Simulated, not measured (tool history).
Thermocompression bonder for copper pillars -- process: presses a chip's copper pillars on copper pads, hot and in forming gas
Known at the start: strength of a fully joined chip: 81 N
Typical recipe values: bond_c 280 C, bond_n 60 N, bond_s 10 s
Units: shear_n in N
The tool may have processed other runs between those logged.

Run 1, hour 0.0: usual settings. Result: shear_n 34.6 N.
Run 2, hour 8.0: usual settings but bond_n 82 N. Result: shear_n 46.9 N.
Run 3, hour 18.3: usual settings. Result: shear_n 34.9 N.
Run 4, hour 34.2: usual settings. Result: shear_n 34.2 N.
Run 5, hour 42.5: usual settings. Result: shear_n 34.9 N.
Run 6, hour 55.0: usual settings. Result: shear_n 34.4 N.
Run 7, hour 72.7: usual settings. Result: shear_n 34.9 N.
Run 8, hour 84.8: usual settings but bond_n 80 N. Result: shear_n 45.7 N.
Run 9, hour 93.1: usual settings. Result: shear_n 34.8 N.
Run 10, hour 103.3: usual settings. Result: shear_n 35.0 N.
Run 11, hour 112.4: usual settings. Result: shear_n 35.2 N.
Run 12, hour 121.7: usual settings. Result: shear_n 35.1 N.
Run 13, hour 129.2: usual settings. Result: shear_n 34.6 N.
Run 14, hour 143.1: usual settings but bond_c 287 C, bond_n 54 N. Result: shear_n 35.0 N.
Run 15, hour 151.6: usual settings but bond_c 287 C, bond_n 54 N. Result: shear_n 34.5 N.
Run 16, hour 165.4: usual settings but bond_s 17 s. Result: shear_n 42.0 N.
Run 17, hour 173.1: usual settings but bond_c 273 C, bond_n 39 N, bond_s 9 s. Result: shear_n 17.8 N.
Run 18, hour 186.7: usual settings but bond_c 273 C, bond_n 39 N, bond_s 9 s. Result: shear_n 18.0 N.
Run 19, hour 193.9: usual settings but bond_c 307 C, bond_n 50 N, bond_s 23 s. Result: shear_n 53.6 N.
Run 20, hour 201.0: usual settings but bond_c 307 C, bond_n 50 N, bond_s 18 s. Result: shear_n 50.1 N.
At hour 206.8: forming gas filter changed.
Run 21, hour 211.7: usual settings but bond_c 307 C, bond_n 68 N, bond_s 18 s. Result: shear_n 66.2 N.
Run 22, hour 220.9: usual settings but bond_c 274 C, bond_s 11 s. Result: shear_n 36.2 N.
Run 23, hour 229.7: usual settings but bond_n 38 N. Result: shear_n 22.6 N.
Run 24, hour 238.1: usual settings but bond_c 291 C, bond_n 38 N. Result: shear_n 27.5 N.
Run 25, hour 253.0: usual settings but bond_c 291 C, bond_n 75 N, bond_s 5 s. Result: shear_n 44.4 N.

Consider 5 possible next runs. They are alternatives, not a sequence: every one starts from the tool as it was left by run 25. What does each give?
Run A, hour 268.3: usual settings but bond_c 291 C, bond_n 75 N, bond_s 30 s. Result: shear_n ?.
Run B, hour 268.3: usual settings but bond_c 291 C, bond_n 68 N, bond_s 5 s. Result: shear_n ?.
Run C, hour 268.3: usual settings but bond_n 79 N, bond_s 25 s. Result: shear_n ?.
Run D, hour 268.3: usual settings but bond_s 25 s. Result: shear_n ?.
Run E, hour 268.3: usual settings but bond_c 304 C, bond_n 39 N, bond_s 5 s. Result: shear_n ?.

run  shear_n
  A     68.6
  B     40.3
  C     63.6
  D     51.5
  E     26.3
The same runs, with their run-to-run variation unchanged, on a tool lacking any hidden condition would have given:
run  shear_n
  A     66.6
  B     37.7
  C     61.1
  D     48.7
  E     24.4
